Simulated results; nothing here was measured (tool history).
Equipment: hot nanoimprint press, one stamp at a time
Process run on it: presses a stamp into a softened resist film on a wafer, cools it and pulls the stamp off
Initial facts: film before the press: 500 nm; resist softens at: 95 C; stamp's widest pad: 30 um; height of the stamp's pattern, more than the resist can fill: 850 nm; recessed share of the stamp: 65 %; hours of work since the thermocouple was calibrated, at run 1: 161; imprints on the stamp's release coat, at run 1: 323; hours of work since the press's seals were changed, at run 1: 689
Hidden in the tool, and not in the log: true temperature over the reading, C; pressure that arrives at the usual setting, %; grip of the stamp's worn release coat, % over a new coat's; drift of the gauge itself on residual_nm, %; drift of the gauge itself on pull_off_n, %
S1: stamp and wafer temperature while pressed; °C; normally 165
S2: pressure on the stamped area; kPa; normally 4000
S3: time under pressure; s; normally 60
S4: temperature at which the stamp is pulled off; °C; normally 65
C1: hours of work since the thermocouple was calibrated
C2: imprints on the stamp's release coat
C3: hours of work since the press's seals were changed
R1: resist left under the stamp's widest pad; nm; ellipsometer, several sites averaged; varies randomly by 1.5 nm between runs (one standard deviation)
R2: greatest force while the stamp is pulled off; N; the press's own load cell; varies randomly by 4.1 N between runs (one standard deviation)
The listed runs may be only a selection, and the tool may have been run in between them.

Run 1, hour 0: usual settings; C1 161; C2 323; C3 689. Result: R1 237.8 nm, R2 198 N.
Run 2, hour 14.7: usual settings; C1 169; C2 354; C3 697. Result: R1 238.7 nm, R2 197 N.
Run 3, hour 31.5: usual settings but S4 55 °C; C1 179; C2 390; C3 707. Result: R1 238.7 nm, R2 222 N.
Run 4, hour 48.1: usual settings but S4 55 °C; C1 189; C2 425; C3 717. Result: R1 238.3 nm, R2 222 N.
Run 5, hour 62.6: usual settings but S2 4300 kPa; C1 197; C2 455; C3 725. Result: R1 227.9 nm, R2 200 N.
Run 6, hour 85.1: usual settings but S2 4300 kPa; C1 211; C2 503; C3 739. Result: R1 230.1 nm, R2 202 N.
Run 7, hour 112.6: usual settings but S2 4300 kPa; C1 227; C2 560; C3 755. Result: R1 231.4 nm, R2 192 N.
Run 8, hour 141.2: usual settings but S2 4300 kPa; C1 244; C2 620; C3 771. Result: R1 230.6 nm, R2 202 N.
Run 9, hour 159.2: usual settings but S2 4300 kPa; C1 254; C2 658; C3 782. Result: R1 229 nm, R2 193 N.
Run 10, hour 184.6: usual settings but S1 162 °C; C1 269; C2 712; C3 797. Result: R1 258.5 nm, R2 198 N.
Run 11, hour 207.9: usual settings but S2 2870 kPa; C1 283; C2 761; C3 811. Result: R1 272.1 nm, R2 204 N.
Run 12, hour 221.4: usual settings but S3 62 s; C1 291; C2 789; C3 819. Result: R1 236.5 nm, R2 203 N.
Run 13, hour 242.6: usual settings but S2 3920 kPa, S3 62 s, S4 70 °C; C1 303; C2 834; C3 831. Result: R1 236.8 nm, R2 192 N.
Run 14, hour 267.3: usual settings but S1 167 °C, S3 46 s, S4 55 °C; C1 317; C2 886; C3 845. Result: R1 245.1 nm, R2 219 N.
Run 15, hour 283.9: usual settings but S2 6370 kPa, S3 59 s; C1 327; C2 921; C3 855. Result: R1 192.9 nm, R2 197 N.
Run 16, hour 297: usual settings but S2 6370 kPa, S3 59 s; C1 335; C2 948; C3 863. Result: R1 194.4 nm, R2 200 N.
Run 17, hour 316.8: usual settings but S1 174 °C, S2 2450 kPa, S4 67 °C; C1 347; C2 990; C3 874. Result: R1 227.5 nm, R2 190 N.
Run 18, hour 332.8: usual settings but S1 157 °C, S2 5470 kPa, S4 67 °C; C1 356; C2 1024; C3 884. Result: R1 266.9 nm, R2 192 N.
At hour 345: plate thermocouple calibrated.
Run 19, hour 353.4: usual settings but S1 171 °C, S2 3310 kPa, S3 35 s; C1 5; C2 1061; C3 894. Result: R1 264.3 nm, R2 202 N.

5 options for the next run, each taken on its own from the tool as it stands now. Forecast them:
Run A, hour 378.8: usual settings but S1 155 °C, S2 3570 kPa, S3 35 s, S4 63 °C; C1 20; C2 1114; C3 909. Result: R1 ?, R2 ?.
Run B, hour 378.8: usual settings but S1 154 °C, S2 2460 kPa, S3 35 s, S4 52 °C; C1 20; C2 1114; C3 909. Result: R1 ?, R2 ?.
Run C, hour 378.8: usual settings but S1 159 °C, S2 3290 kPa, S3 39 s; C1 20; C2 1114; C3 909. Result: R1 ?, R2 ?.
Run D, hour 378.8: usual settings but S2 3950 kPa; C1 20; C2 1114; C3 909. Result: R1 ?, R2 ?.
Run E, hour 378.8: usual settings but S1 154 °C, S2 2640 kPa, S3 35 s, S4 58 °C; C1 20; C2 1114; C3 909. Result: R1 ?, R2 ?.

run     R1   R2
  A  375.8  204
  B  417.6  231
  C  342.5  205
  D  241.8  203
  E  407.3  209
The same runs, with their run-to-run variation unchanged, on a tool lacking any hidden condition would have given:
run     R1   R2
  A  375.7  203
  B  417.6  230
  C  342.4  204
  D  241.7  203
  E  407.3  208

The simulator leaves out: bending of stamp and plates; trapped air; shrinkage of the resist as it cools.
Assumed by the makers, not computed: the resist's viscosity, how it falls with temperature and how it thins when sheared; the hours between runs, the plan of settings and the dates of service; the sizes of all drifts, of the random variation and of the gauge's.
